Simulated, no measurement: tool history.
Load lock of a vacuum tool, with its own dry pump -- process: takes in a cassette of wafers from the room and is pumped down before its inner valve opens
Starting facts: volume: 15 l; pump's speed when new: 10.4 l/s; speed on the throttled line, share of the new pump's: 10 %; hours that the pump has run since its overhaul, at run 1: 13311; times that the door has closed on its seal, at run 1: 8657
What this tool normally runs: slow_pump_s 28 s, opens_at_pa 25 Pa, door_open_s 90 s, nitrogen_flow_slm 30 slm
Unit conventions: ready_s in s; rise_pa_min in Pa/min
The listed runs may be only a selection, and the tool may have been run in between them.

run    hour  slow_pump_s  opens_at_pa  door_open_s  nitrogen_flow_slm  hours that the pump has run since its overhaul  times that the door has closed on its seal  incoming humidity of the room's air, %  ready_s  rise_pa_min
  1     0.0           28           25           90                 30                                           13311                                        8657                                    44.4     39.9        0.092
  2   252.5           28           25           90                 30                                           13563                                        9492                                    45.5     40.2        0.103
  3   459.6           28           25           90                 30                                           13770                                       10178                                    44.5     40.7        0.097
  4   653.8           34           25           90                 30                                           13965                                       10820                                    46.5     45.8        0.102
  5   975.3           34           25           90                 30                                           14286                                       11884                                    44.3     45.8        0.097
  6  1203.3           23           25           90                 30                                           14514                                       12639                                    46.2     36.3        0.108
  7  1560.6           23           25           90                 30                                           14871                                       13821                                    46.1     36.3        0.114
  8  1936.8           23           25           90                 30                                           15248                                       15066                                    46.1     36.8        0.108
  9  2249.8           42           25           60                 42                                           15561                                       16102                                    45.0     52.9        0.091
 10  2469.7           30           37           43                 30                                           15781                                       16830                                    45.6     41.8        0.092
     2601.0  -- dry pump taken out, an overhauled one fitted
 11  2855.1           28           31           95                 30                                             254                                       18086                                    45.9     36.9        0.126
 12  3055.9           28           26          164                 27                                             455                                       18750                                    43.4     37.1        0.154
 13  3304.2           26           26          164                 27                                             703                                       19572                                    46.0     35.4        0.162
 14  3618.5           26           26          164                 27                                            1017                                       20612                                    45.8     35.0        0.163

For run 15, what comes out?
 15  3829.8           26           26          164                 27                                            1229                                       21311                                    49.4        ?            ?

ready_s: 35.2 s
rise_pa_min: 0.175 Pa/min
Had the tool carried no hidden state, the very same run would have given ready_s 35.1 s, rise_pa_min 0.117 Pa/min.

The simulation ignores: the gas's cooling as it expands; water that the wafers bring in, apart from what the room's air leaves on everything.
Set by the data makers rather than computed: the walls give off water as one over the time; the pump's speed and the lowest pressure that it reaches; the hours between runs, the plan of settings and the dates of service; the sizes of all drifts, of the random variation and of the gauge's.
